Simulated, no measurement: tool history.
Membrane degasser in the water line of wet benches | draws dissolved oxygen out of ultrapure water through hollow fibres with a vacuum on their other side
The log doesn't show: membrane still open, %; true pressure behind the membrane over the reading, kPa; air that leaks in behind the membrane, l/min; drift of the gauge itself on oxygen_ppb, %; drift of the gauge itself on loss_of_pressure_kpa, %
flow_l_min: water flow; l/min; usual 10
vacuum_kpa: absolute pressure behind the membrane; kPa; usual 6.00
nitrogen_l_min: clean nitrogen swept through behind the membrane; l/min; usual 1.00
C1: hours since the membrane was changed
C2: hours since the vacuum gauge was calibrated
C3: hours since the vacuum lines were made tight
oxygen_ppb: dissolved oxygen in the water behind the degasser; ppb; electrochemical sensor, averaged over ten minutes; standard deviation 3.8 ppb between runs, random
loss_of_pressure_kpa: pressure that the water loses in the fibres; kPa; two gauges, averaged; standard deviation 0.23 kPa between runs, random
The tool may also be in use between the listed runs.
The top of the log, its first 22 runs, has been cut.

Run 23, hour 4335.4: usual settings but flow_l_min 11 l/min, vacuum_kpa 14.39 kPa, nitrogen_l_min 1.03 l/min; C1 5137; C2 5004; C3 887. Result: oxygen_ppb 666.9 ppb, loss_of_pressure_kpa 66.25 kPa.
Run 24, hour 4567.2: usual settings but flow_l_min 7 l/min, vacuum_kpa 8.31 kPa, nitrogen_l_min 0.44 l/min; C1 5369; C2 5236; C3 1119. Result: oxygen_ppb 280.9 ppb, loss_of_pressure_kpa 42.38 kPa.
Run 25, hour 4821.3: usual settings but flow_l_min 9 l/min, vacuum_kpa 5.22 kPa, nitrogen_l_min 1.19 l/min; C1 5623; C2 5490; C3 1373. Result: oxygen_ppb 271.1 ppb, loss_of_pressure_kpa 54.51 kPa.
Run 26, hour 4976.1: usual settings but flow_l_min 8 l/min, vacuum_kpa 4.03 kPa; C1 5778; C2 5645; C3 1527. Result: oxygen_ppb 176.8 ppb, loss_of_pressure_kpa 48.19 kPa.
Run 27, hour 5205.0: usual settings but nitrogen_l_min 1.21 l/min; C1 6007; C2 5874; C3 1756. Result: oxygen_ppb 367.4 ppb, loss_of_pressure_kpa 61.08 kPa.
Run 28, hour 5454.1: usual settings but vacuum_kpa 13.39 kPa; C1 6256; C2 6123; C3 2005. Result: oxygen_ppb 540.5 ppb, loss_of_pressure_kpa 61.30 kPa.
At hour 5471.1: vacuum gauge calibrated.
Run 29, hour 5609.1: usual settings but vacuum_kpa 13.39 kPa; C1 6411; C2 138; C3 2160. Result: oxygen_ppb 538.4 ppb, loss_of_pressure_kpa 60.50 kPa.
Run 30, hour 5736.6: usual settings but vacuum_kpa 13.39 kPa; C1 6538; C2 265; C3 2287. Result: oxygen_ppb 535.7 ppb, loss_of_pressure_kpa 60.85 kPa.
Run 31, hour 5916.1: usual settings but flow_l_min 7 l/min, vacuum_kpa 11.08 kPa, nitrogen_l_min 1.05 l/min; C1 6718; C2 445; C3 2467. Result: oxygen_ppb 223.4 ppb, loss_of_pressure_kpa 42.74 kPa.
Run 32, hour 6090.2: usual settings but flow_l_min 7 l/min, vacuum_kpa 11.08 kPa, nitrogen_l_min 1.05 l/min; C1 6892; C2 619; C3 2641. Result: oxygen_ppb 223.7 ppb, loss_of_pressure_kpa 42.72 kPa.
Run 33, hour 6220.2: usual settings but flow_l_min 14 l/min, vacuum_kpa 3.70 kPa, nitrogen_l_min 1.05 l/min; C1 7022; C2 749; C3 2771. Result: oxygen_ppb 722.6 ppb, loss_of_pressure_kpa 85.29 kPa.

Predict each of these 3 candidate next runs independently; none follows another, all start after run 33:
Run A, hour 6348.6: usual settings but flow_l_min 12 l/min; C1 7150; C2 877; C3 2899. Result: oxygen_ppb ?, loss_of_pressure_kpa ?.
Run B, hour 6348.6: usual settings but flow_l_min 7 l/min, vacuum_kpa 4.84 kPa, nitrogen_l_min 0.74 l/min; C1 7150; C2 877; C3 2899. Result: oxygen_ppb ?, loss_of_pressure_kpa ?.
Run C, hour 6348.6: usual settings but vacuum_kpa 3.74 kPa; C1 7150; C2 877; C3 2899. Result: oxygen_ppb ?, loss_of_pressure_kpa ?.

run  oxygen_ppb  loss_of_pressure_kpa
  A       577.9                 73.58
  B       137.0                 42.82
  C       329.9                 60.88
Without the tool's hidden state the same runs would have given:
run  oxygen_ppb  loss_of_pressure_kpa
  A       577.0                 72.11
  B       136.7                 41.96
  C       329.3                 59.66
